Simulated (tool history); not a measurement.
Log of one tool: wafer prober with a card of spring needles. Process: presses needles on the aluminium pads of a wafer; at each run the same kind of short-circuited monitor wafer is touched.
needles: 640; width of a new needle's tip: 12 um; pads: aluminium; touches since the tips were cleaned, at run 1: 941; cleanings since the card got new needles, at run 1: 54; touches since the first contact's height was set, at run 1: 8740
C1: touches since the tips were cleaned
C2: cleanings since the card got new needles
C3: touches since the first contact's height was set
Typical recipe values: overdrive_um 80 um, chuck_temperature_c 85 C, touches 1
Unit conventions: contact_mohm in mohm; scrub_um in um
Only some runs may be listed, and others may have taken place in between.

{"run": 1, "hour": 0.0, "overdrive_um": 80, "chuck_temperature_c": 85, "touches": 1, "C1": 941, "C2": 54, "C3": 8740, "contact_mohm": 205, "scrub_um": 17.84}
{"hour": 16.0, "done": "tips cleaned on abrasive film"}
{"run": 2, "hour": 17.1, "overdrive_um": 80, "chuck_temperature_c": 85, "touches": 1, "C1": 552, "C2": 55, "C3": 17455, "contact_mohm": 205, "scrub_um": 17.88}
{"hour": 31.5, "done": "tips cleaned on abrasive film"}
{"run": 3, "hour": 46.5, "overdrive_um": 80, "chuck_temperature_c": 85, "touches": 1, "C1": 7686, "C2": 56, "C3": 32443, "contact_mohm": 235, "scrub_um": 17.87}
{"hour": 48.1, "done": "tips cleaned on abrasive film"}
{"hour": 64.2, "done": "tips cleaned on abrasive film"}
{"run": 4, "hour": 66.2, "overdrive_um": 80, "chuck_temperature_c": 85, "touches": 1, "C1": 1015, "C2": 58, "C3": 42413, "contact_mohm": 212, "scrub_um": 17.78}
{"hour": 80.5, "done": "tips cleaned on abrasive film"}
{"run": 5, "hour": 94.0, "overdrive_um": 80, "chuck_temperature_c": 72, "touches": 1, "C1": 6925, "C2": 59, "C3": 56623, "contact_mohm": 235, "scrub_um": 17.87}
{"hour": 96.7, "done": "tips cleaned on abrasive film"}
{"hour": 112.3, "done": "tips cleaned on abrasive film"}
{"run": 6, "hour": 123.5, "overdrive_um": 80, "chuck_temperature_c": 72, "touches": 1, "C1": 5751, "C2": 61, "C3": 71650, "contact_mohm": 228, "scrub_um": 17.7}
{"hour": 127.9, "done": "tips cleaned on abrasive film"}
{"hour": 143.6, "done": "tips cleaned on abrasive film"}
{"run": 7, "hour": 143.6, "overdrive_um": 80, "chuck_temperature_c": 72, "touches": 1, "C1": 0, "C2": 63, "C3": 81805, "contact_mohm": 197, "scrub_um": 17.75}
{"hour": 160.8, "done": "tips cleaned on abrasive film"}
{"run": 8, "hour": 161.7, "overdrive_um": 79, "chuck_temperature_c": 85, "touches": 1, "C1": 476, "C2": 64, "C3": 91040, "contact_mohm": 203, "scrub_um": 17.47}
{"hour": 179.1, "done": "tips cleaned on abrasive film"}
{"run": 9, "hour": 184.8, "overdrive_um": 79, "chuck_temperature_c": 85, "touches": 1, "C1": 2925, "C2": 65, "C3": 102822, "contact_mohm": 224, "scrub_um": 17.45}
{"hour": 196.2, "done": "tips cleaned on abrasive film"}
{"run": 10, "hour": 210.8, "overdrive_um": 79, "chuck_temperature_c": 85, "touches": 1, "C1": 7440, "C2": 66, "C3": 116065, "contact_mohm": 241, "scrub_um": 17.46}
{"hour": 212.7, "done": "tips cleaned on abrasive film"}
{"hour": 228.0, "done": "tips cleaned on abrasive film"}
{"run": 11, "hour": 228.0, "overdrive_um": 79, "chuck_temperature_c": 85, "touches": 1, "C1": 0, "C2": 68, "C3": 124787, "contact_mohm": 197, "scrub_um": 17.42}
{"hour": 244.4, "done": "tips cleaned on abrasive film"}
{"run": 12, "hour": 248.3, "overdrive_um": 79, "chuck_temperature_c": 85, "touches": 1, "C1": 1994, "C2": 69, "C3": 135130, "contact_mohm": 220, "scrub_um": 17.46}
{"hour": 261.8, "done": "tips cleaned on abrasive film"}
{"run": 13, "hour": 268.5, "overdrive_um": 79, "chuck_temperature_c": 85, "touches": 1, "C1": 3434, "C2": 70, "C3": 145422, "contact_mohm": 228, "scrub_um": 17.37}
{"hour": 278.0, "done": "tips cleaned on abrasive film"}
{"run": 14, "hour": 288.6, "overdrive_um": 80, "chuck_temperature_c": 85, "touches": 2, "C1": 5418, "C2": 71, "C3": 155673, "contact_mohm": 215, "scrub_um": 17.69}
{"hour": 293.5, "done": "tips cleaned on abrasive film"}
{"hour": 301.3, "done": "height of the first contact set anew"}
{"hour": 312.1, "done": "tips cleaned on abrasive film"}
{"run": 15, "hour": 313.9, "overdrive_um": 80, "chuck_temperature_c": 82, "touches": 1, "C1": 928, "C2": 73, "C3": 6446, "contact_mohm": 206, "scrub_um": 17.97}
{"hour": 327.8, "done": "tips cleaned on abrasive film"}
{"hour": 343.7, "done": "tips cleaned on abrasive film"}
{"run": 16, "hour": 343.7, "overdrive_um": 80, "chuck_temperature_c": 85, "touches": 1, "C1": 0, "C2": 75, "C3": 21565, "contact_mohm": 197, "scrub_um": 17.81}
{"hour": 360.0, "done": "tips cleaned on abrasive film"}
{"run": 17, "hour": 361.4, "overdrive_um": 80, "chuck_temperature_c": 85, "touches": 2, "C1": 721, "C2": 76, "C3": 30589, "contact_mohm": 203, "scrub_um": 17.84}
{"hour": 377.2, "done": "tips cleaned on abrasive film"}
{"run": 18, "hour": 391.3, "overdrive_um": 61, "chuck_temperature_c": 76, "touches": 1, "C1": 7232, "C2": 77, "C3": 45843, "contact_mohm": 263, "scrub_um": 13.61}
{"hour": 393.3, "done": "tips cleaned on abrasive film"}
{"hour": 409.0, "done": "tips cleaned on abrasive film"}
{"run": 19, "hour": 413.4, "overdrive_um": 61, "chuck_temperature_c": 76, "touches": 1, "C1": 2255, "C2": 79, "C3": 57058, "contact_mohm": 232, "scrub_um": 13.53}
{"hour": 426.1, "done": "tips cleaned on abrasive film"}
{"run": 20, "hour": 434.1, "overdrive_um": 61, "chuck_temperature_c": 76, "touches": 1, "C1": 4092, "C2": 80, "C3": 67626, "contact_mohm": 240, "scrub_um": 13.5}
{"hour": 442.6, "done": "tips cleaned on abrasive film"}
{"hour": 458.9, "done": "tips cleaned on abrasive film"}
{"run": 21, "hour": 468.7, "overdrive_um": 93, "chuck_temperature_c": 56, "touches": 1, "C1": 5002, "C2": 82, "C3": 85242, "contact_mohm": 224, "scrub_um": 20.68}
{"hour": 475.6, "done": "tips cleaned on abrasive film"}
{"hour": 493.0, "done": "tips cleaned on abrasive film"}
{"run": 22, "hour": 495.0, "overdrive_um": 93, "chuck_temperature_c": 56, "touches": 1, "C1": 1044, "C2": 84, "C3": 98619, "contact_mohm": 203, "scrub_um": 20.6}
{"hour": 509.6, "done": "tips cleaned on abrasive film"}
{"run": 23, "hour": 520.5, "overdrive_um": 86, "chuck_temperature_c": 64, "touches": 1, "C1": 5564, "C2": 85, "C3": 111593, "contact_mohm": 228, "scrub_um": 19.08}
{"hour": 525.9, "done": "tips cleaned on abrasive film"}
{"hour": 542.9, "done": "tips cleaned on abrasive film"}
{"run": 24, "hour": 546.8, "overdrive_um": 86, "chuck_temperature_c": 64, "touches": 1, "C1": 1991, "C2": 87, "C3": 124952, "contact_mohm": 211, "scrub_um": 18.98}
{"hour": 559.1, "done": "tips cleaned on abrasive film"}
{"run": 25, "hour": 572.9, "overdrive_um": 86, "chuck_temperature_c": 64, "touches": 1, "C1": 7060, "C2": 88, "C3": 138287, "contact_mohm": 230, "scrub_um": 19.07}
{"hour": 574.9, "done": "tips cleaned on abrasive film"}
{"hour": 591.3, "done": "tips cleaned on abrasive film"}
{"run": 26, "hour": 604.8, "overdrive_um": 80, "chuck_temperature_c": 59, "touches": 3, "C1": 6921, "C2": 90, "C3": 154542, "contact_mohm": 205, "scrub_um": 17.61}
{"hour": 609.0, "done": "tips cleaned on abrasive film"}
{"hour": 618.2, "done": "height of the first contact set anew"}
{"run": 27, "hour": 621.9, "overdrive_um": 80, "chuck_temperature_c": 64, "touches": 3, "C1": 6414, "C2": 91, "C3": 1890, "contact_mohm": 206, "scrub_um": 17.78}
{"hour": 625.1, "done": "tips cleaned on abrasive film"}
{"hour": 640.9, "done": "tips cleaned on abrasive film"}
{"run": 28, "hour": 646.8, "overdrive_um": 80, "chuck_temperature_c": 64, "touches": 3, "C1": 3016, "C2": 93, "C3": 14546, "contact_mohm": 202, "scrub_um": 17.73}
{"hour": 656.4, "done": "tips cleaned on abrasive film"}
{"hour": 672.9, "done": "tips cleaned on abrasive film"}
{"run": 29, "hour": 675.9, "overdrive_um": 91, "chuck_temperature_c": 41, "touches": 2, "C1": 1530, "C2": 95, "C3": 29355, "contact_mohm": 197, "scrub_um": 20.28}
{"hour": 690.3, "done": "tips cleaned on abrasive film"}
{"run": 30, "hour": 699.9, "overdrive_um": 91, "chuck_temperature_c": 41, "touches": 2, "C1": 4922, "C2": 96, "C3": 41597, "contact_mohm": 206, "scrub_um": 20.2}
{"hour": 706.4, "done": "tips cleaned on abrasive film"}
{"run": 31, "hour": 716.9, "overdrive_um": 64, "chuck_temperature_c": 85, "touches": 1, "C1": 5420, "C2": 97, "C3": 50279, "contact_mohm": 250, "scrub_um": 14.25}

Branching from run 31: 3 alternative next runs. What would each branch give?
{"hour": 722.8, "done": "tips cleaned on abrasive film"}
{"hour": 739.4, "done": "tips cleaned on abrasive film"}
{"run": "A", "hour": 747.5, "overdrive_um": 91, "chuck_temperature_c": 85, "touches": 3, "C1": 4159, "C2": 99, "C3": 65816, "contact_mohm": "?", "scrub_um": "?"}
{"hour": 722.8, "done": "tips cleaned on abrasive film"}
{"hour": 739.4, "done": "tips cleaned on abrasive film"}
{"run": "B", "hour": 747.5, "overdrive_um": 73, "chuck_temperature_c": 84, "touches": 1, "C1": 4159, "C2": 99, "C3": 65816, "contact_mohm": "?", "scrub_um": "?"}
{"hour": 722.8, "done": "tips cleaned on abrasive film"}
{"hour": 739.4, "done": "tips cleaned on abrasive film"}
{"run": "C", "hour": 747.5, "overdrive_um": 87, "chuck_temperature_c": 40, "touches": 1, "C1": 4159, "C2": 99, "C3": 65816, "contact_mohm": "?", "scrub_um": "?"}

run=A contact_mohm=202 scrub_um=20.18
run=B contact_mohm=237 scrub_um=16.24
run=C contact_mohm=220 scrub_um=19.25
Had the tool no hidden state, the same runs would have come out as:
run=A contact_mohm=193 scrub_um=20.31
run=B contact_mohm=197 scrub_um=16.37
run=C contact_mohm=188 scrub_um=19.38
